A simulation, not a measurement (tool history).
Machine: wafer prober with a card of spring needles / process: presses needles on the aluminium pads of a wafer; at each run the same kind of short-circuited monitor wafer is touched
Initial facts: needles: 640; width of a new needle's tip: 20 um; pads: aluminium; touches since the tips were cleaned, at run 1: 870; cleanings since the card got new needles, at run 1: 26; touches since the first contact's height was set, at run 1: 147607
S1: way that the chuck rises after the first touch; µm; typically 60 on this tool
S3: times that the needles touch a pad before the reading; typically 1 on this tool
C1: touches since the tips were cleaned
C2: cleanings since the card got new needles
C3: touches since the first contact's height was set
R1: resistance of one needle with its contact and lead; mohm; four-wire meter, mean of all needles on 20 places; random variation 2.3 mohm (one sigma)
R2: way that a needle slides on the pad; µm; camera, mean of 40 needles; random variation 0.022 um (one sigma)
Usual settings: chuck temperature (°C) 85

Run 1, hour 0: usual settings; C1 870; C2 26; C3 147607. Result: R1 323 mohm, R2 7.59 µm.
At hour 4: height of the first contact set anew.
At hour 6.4: tips cleaned on abrasive film.
Run 2, hour 11.8: usual settings; C1 4177; C2 27; C3 5886. Result: R1 382 mohm, R2 7.88 µm.
At hour 13.9: tips cleaned on abrasive film.
Run 3, hour 19.3: usual settings; C1 4153; C2 28; C3 11571. Result: R1 378 mohm, R2 7.9 µm.
At hour 21: tips cleaned on abrasive film.
Run 4, hour 26.5: usual settings but S3 3; C1 4244; C2 29; C3 16990. Result: R1 305 mohm, R2 7.87 µm.
At hour 28.3: tips cleaned on abrasive film.
Run 5, hour 34.5: usual settings but S3 3; C1 4762; C2 30; C3 23041. Result: R1 308 mohm, R2 7.84 µm.
At hour 36: tips cleaned on abrasive film.
At hour 43.3: tips cleaned on abrasive film.
Run 6, hour 46.9: usual settings but chuck temperature (°C) 33; C1 2735; C2 32; C3 32417. Result: R1 349 mohm, R2 7.85 µm.
At hour 51.2: tips cleaned on abrasive film.
Run 7, hour 57: usual settings but chuck temperature (°C) 33; C1 4461; C2 33; C3 40099. Result: R1 384 mohm, R2 7.82 µm.
At hour 58.4: tips cleaned on abrasive film.
At hour 65.7: tips cleaned on abrasive film.
Run 8, hour 65.7: usual settings but chuck temperature (°C) 33; C1 0; C2 35; C3 46583. Result: R1 254 mohm, R2 7.79 µm.
Run 9, hour 71.2: usual settings but chuck temperature (°C) 33; C1 4243; C2 35; C3 50826. Result: R1 384 mohm, R2 7.76 µm.
At hour 73: tips cleaned on abrasive film.
Run 10, hour 79.5: usual settings but S1 50 µm, chuck temperature (°C) 37, S3 2; C1 5009; C2 36; C3 57134. Result: R1 372 mohm, R2 6.46 µm.
At hour 80.8: tips cleaned on abrasive film.
At hour 88.1: tips cleaned on abrasive film.
Run 11, hour 91: usual settings but S1 48 µm, chuck temperature (°C) 37; C1 2274; C2 38; C3 65811. Result: R1 415 mohm, R2 6.17 µm.
At hour 95.7: tips cleaned on abrasive film.
Run 12, hour 96.5: usual settings but S1 48 µm, chuck temperature (°C) 83; C1 653; C2 39; C3 69945. Result: R1 353 mohm, R2 6.2 µm.
At hour 102.8: tips cleaned on abrasive film.
Run 13, hour 104.3: usual settings but S1 65 µm, chuck temperature (°C) 83, S3 2; C1 1169; C2 40; C3 75810. Result: R1 291 mohm, R2 8.37 µm.
At hour 109.7: tips cleaned on abrasive film.
Run 14, hour 110.5: usual settings but chuck temperature (°C) 55; C1 626; C2 41; C3 80531. Result: R1 307 mohm, R2 7.73 µm.
At hour 117.6: tips cleaned on abrasive film.
Run 15, hour 117.7: usual settings but S1 49 µm, chuck temperature (°C) 125; C1 66; C2 42; C3 85956. Result: R1 298 mohm, R2 6.24 µm.

What if the next run were any one of these 4? Each begins from the tool's condition after run 15:
Run A, hour 124.1: usual settings but S1 56 µm, chuck temperature (°C) 57, S3 2; C1 4976; C2 42; C3 90866. Result: R1 ?, R2 ?.
Run B, hour 124.1: usual settings but S1 58 µm, chuck temperature (°C) 96, S3 2; C1 4976; C2 42; C3 90866. Result: R1 ?, R2 ?.
Run C, hour 124.1: usual settings but S1 65 µm, chuck temperature (°C) 125, S3 2; C1 4976; C2 42; C3 90866. Result: R1 ?, R2 ?.
Run D, hour 124.1: usual settings but S1 49 µm, chuck temperature (°C) 125, S3 2; C1 4976; C2 42; C3 90866. Result: R1 ?, R2 ?.

run   R1    R2
  A  355  7.15
  B  350  7.45
  C  338  8.35
  D  390  6.24
Without the tool's hidden state the same runs would have given:
run   R1    R2
  A  254  7.36
  B  261  7.67
  C  269  8.57
  D  274  6.46
